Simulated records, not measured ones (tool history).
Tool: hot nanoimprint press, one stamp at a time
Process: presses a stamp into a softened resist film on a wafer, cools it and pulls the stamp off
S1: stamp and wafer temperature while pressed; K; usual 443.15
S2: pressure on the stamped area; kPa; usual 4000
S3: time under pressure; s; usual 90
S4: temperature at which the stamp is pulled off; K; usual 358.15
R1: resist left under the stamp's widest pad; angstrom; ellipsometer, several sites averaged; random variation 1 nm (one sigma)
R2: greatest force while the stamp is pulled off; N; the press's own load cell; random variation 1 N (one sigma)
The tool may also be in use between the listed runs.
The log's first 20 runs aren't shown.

run,hour,S1,S2,S3,S4,R1,R2
21,335.6,443.15,4000,55,361.15,1800,144
22,347.6,441.15,4730,50,358.15,1886,152
23,362.8,443.15,3980,163,358.15,1314,150
24,374.9,453.15,3980,163,358.15,772,153
25,394.3,438.15,3100,84,358.15,2074,152
# hour 416.5: stamp cleaned and given a new release coat
26,422.7,443.15,3010,90,358.15,1743,139
27,447.5,443.15,4000,90,356.15,1595,145
28,459.5,448.15,4000,55,355.15,1493,147
29,482.1,455.15,4000,55,359.15,1080,141
30,505.9,450.15,4000,55,359.15,1375,142

Forecast each of these 3 alternatives for the next run:
A,529.5,434.15,2900,169,359.15,?,?
B,529.5,450.15,4000,55,349.15,?,?
C,529.5,432.15,3960,90,358.15,?,?

run,R1,R2
A,2056,143
B,1394,163
C,2227,147
Without the tool's hidden state the same runs would have given:
run,R1,R2
A,1964,137
B,1282,157
C,2154,142
